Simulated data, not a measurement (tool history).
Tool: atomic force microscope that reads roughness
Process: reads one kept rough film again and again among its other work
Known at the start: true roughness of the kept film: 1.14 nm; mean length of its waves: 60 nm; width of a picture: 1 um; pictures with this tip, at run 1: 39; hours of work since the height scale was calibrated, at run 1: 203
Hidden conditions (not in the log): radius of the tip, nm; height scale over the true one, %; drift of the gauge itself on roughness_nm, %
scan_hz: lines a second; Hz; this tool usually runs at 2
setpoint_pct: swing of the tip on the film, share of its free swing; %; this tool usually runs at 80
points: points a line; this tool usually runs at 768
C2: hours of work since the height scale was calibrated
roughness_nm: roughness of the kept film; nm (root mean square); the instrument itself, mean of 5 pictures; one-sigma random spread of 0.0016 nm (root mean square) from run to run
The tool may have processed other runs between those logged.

{"run": 1, "day": 0.0, "scan_hz": 2, "setpoint_pct": 80, "points": 768, "pictures with this tip": 39, "C2": 203, "roughness_nm": 0.957}
{"run": 2, "day": 0.7, "scan_hz": 2, "setpoint_pct": 80, "points": 768, "pictures with this tip": 54, "C2": 211, "roughness_nm": 0.955}
{"run": 3, "day": 1.208, "scan_hz": 2, "setpoint_pct": 80, "points": 768, "pictures with this tip": 64, "C2": 216, "roughness_nm": 0.956}
{"run": 4, "day": 1.967, "scan_hz": 2, "setpoint_pct": 80, "points": 644, "pictures with this tip": 80, "C2": 224, "roughness_nm": 0.954}
{"run": 5, "day": 2.496, "scan_hz": 2, "setpoint_pct": 80, "points": 644, "pictures with this tip": 91, "C2": 230, "roughness_nm": 0.955}
{"run": 6, "day": 3.088, "scan_hz": 2, "setpoint_pct": 80, "points": 644, "pictures with this tip": 103, "C2": 236, "roughness_nm": 0.958}
{"run": 7, "day": 3.658, "scan_hz": 2, "setpoint_pct": 80, "points": 644, "pictures with this tip": 115, "C2": 242, "roughness_nm": 0.954}
{"run": 8, "day": 4.504, "scan_hz": 2, "setpoint_pct": 80, "points": 768, "pictures with this tip": 133, "C2": 251, "roughness_nm": 0.956}
{"run": 9, "day": 5.238, "scan_hz": 2, "setpoint_pct": 80, "points": 768, "pictures with this tip": 148, "C2": 259, "roughness_nm": 0.954}
{"run": 10, "day": 5.625, "scan_hz": 2.8, "setpoint_pct": 80, "points": 768, "pictures with this tip": 156, "C2": 263, "roughness_nm": 0.898}
{"run": 11, "day": 6.338, "scan_hz": 2.8, "setpoint_pct": 80, "points": 768, "pictures with this tip": 171, "C2": 271, "roughness_nm": 0.901}
{"run": 12, "day": 6.962, "scan_hz": 2, "setpoint_pct": 77, "points": 768, "pictures with this tip": 184, "C2": 277, "roughness_nm": 0.976}
{"run": 13, "day": 7.617, "scan_hz": 2, "setpoint_pct": 77, "points": 768, "pictures with this tip": 198, "C2": 284, "roughness_nm": 0.977}
{"run": 14, "day": 8.354, "scan_hz": 2, "setpoint_pct": 77, "points": 768, "pictures with this tip": 213, "C2": 292, "roughness_nm": 0.975}

Predict the results of run 15:
{"run": 15, "day": 8.712, "scan_hz": 3.78, "setpoint_pct": 85, "points": 470, "pictures with this tip": 221, "C2": 296, "roughness_nm": "?"}

Logged for run 15: roughness_nm 0.785 nm (root mean square).
Take away the tool's hidden state, keep the run-to-run variation as it was, and the same run would have given roughness_nm 0.785 nm (root mean square).
